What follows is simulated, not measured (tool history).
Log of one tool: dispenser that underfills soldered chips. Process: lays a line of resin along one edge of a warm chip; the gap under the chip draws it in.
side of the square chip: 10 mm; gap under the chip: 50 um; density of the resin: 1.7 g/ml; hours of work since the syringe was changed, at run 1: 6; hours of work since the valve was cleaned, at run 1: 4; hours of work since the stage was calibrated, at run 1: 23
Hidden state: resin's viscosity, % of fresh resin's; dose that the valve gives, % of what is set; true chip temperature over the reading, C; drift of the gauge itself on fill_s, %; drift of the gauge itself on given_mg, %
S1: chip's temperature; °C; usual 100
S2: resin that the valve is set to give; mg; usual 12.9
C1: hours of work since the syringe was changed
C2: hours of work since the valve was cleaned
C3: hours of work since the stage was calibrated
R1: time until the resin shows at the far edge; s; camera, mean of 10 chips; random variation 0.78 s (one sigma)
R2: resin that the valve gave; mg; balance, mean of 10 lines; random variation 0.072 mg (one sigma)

Run 1, day 0: usual settings; C1 6; C2 4; C3 23. Result: R1 118.8 s, R2 12.77 mg.
At day 0.042: new syringe of resin.
Run 2, day 0.2: usual settings; C1 2; C2 7; C3 26. Result: R1 87.8 s, R2 12.73 mg.
Run 3, day 0.375: usual settings; C1 5; C2 10; C3 28. Result: R1 108.4 s, R2 12.82 mg.
At day 0.462: new syringe of resin.
Run 4, day 0.633: usual settings; C1 2; C2 13; C3 32. Result: R1 92.2 s, R2 12.74 mg.
Run 5, day 0.854: usual settings; C1 6; C2 16; C3 35. Result: R1 118.8 s, R2 12.7 mg.
At day 0.892: new syringe of resin.
Run 6, day 1.104: usual settings; C1 3; C2 20; C3 38. Result: R1 95.9 s, R2 12.63 mg.
Run 7, day 1.267: usual settings but S2 13.2 mg; C1 5; C2 22; C3 41. Result: R1 119.6 s, R2 12.87 mg.
At day 1.325: new syringe of resin.
Run 8, day 1.529: usual settings; C1 3; C2 26; C3 44. Result: R1 95.6 s, R2 12.61 mg.
At day 1.754: new syringe of resin.
Run 9, day 1.783: usual settings; C1 0; C2 29; C3 48. Result: R1 76.9 s, R2 12.56 mg.
Run 10, day 2.05: usual settings but S1 98 °C; C1 4; C2 33; C3 52. Result: R1 118.3 s, R2 12.51 mg.
At day 2.179: new syringe of resin.
Run 11, day 2.212: usual settings but S1 98 °C; C1 0; C2 35; C3 54. Result: R1 83.6 s, R2 12.57 mg.
Run 12, day 2.388: usual settings but S1 115 °C; C1 3; C2 38; C3 57. Result: R1 55.4 s, R2 12.47 mg.
At day 2.625: new syringe of resin.
Run 13, day 2.725: usual settings but S2 16.3 mg; C1 1; C2 43; C3 61. Result: R1 82.7 s, R2 15.72 mg.
Run 14, day 2.925: usual settings; C1 4; C2 46; C3 64. Result: R1 108 s, R2 12.39 mg.
At day 3.058: new syringe of resin.
Run 15, day 3.212: usual settings but S1 103 °C, S2 16.4 mg; C1 2; C2 50; C3 68. Result: R1 78.4 s, R2 15.7 mg.
At day 3.321: dispensing valve cleaned and set on the balance.
At day 3.525: new syringe of resin.
Run 16, day 3.525: usual settings but S1 108 °C, S2 11.9 mg; C1 0; C2 3; C3 72. Result: R1 54.4 s, R2 11.92 mg.
Run 17, day 3.808: usual settings but S1 108 °C, S2 11.9 mg; C1 4; C2 7; C3 76. Result: R1 78 s, R2 11.89 mg.
At day 3.95: new syringe of resin.
Run 18, day 4.071: usual settings but S1 108 °C, S2 11.9 mg; C1 2; C2 11; C3 80. Result: R1 64.9 s, R2 11.89 mg.
At day 4.371: new syringe of resin.
Run 19, day 4.425: usual settings but S1 91 °C, S2 12.4 mg; C1 1; C2 16; C3 85. Result: R1 111.2 s, R2 12.26 mg.
Run 20, day 4.762: usual settings but S1 86 °C, S2 13.4 mg; C1 6; C2 20; C3 90. Result: R1 208.2 s, R2 13.13 mg.

Forecast run 21:
At day 4.796: new syringe of resin.
Run 21, day 5.104: usual settings but S1 88 °C, S2 13.3 mg; C1 5; C2 25; C3 94. Result: R1 ?, R2 ?.

{"run 21": {"R1": 177.6, "R2": 13.04}}
Without the tool's hidden state the same run would have given R1 116.4 s, R2 13.31 mg.
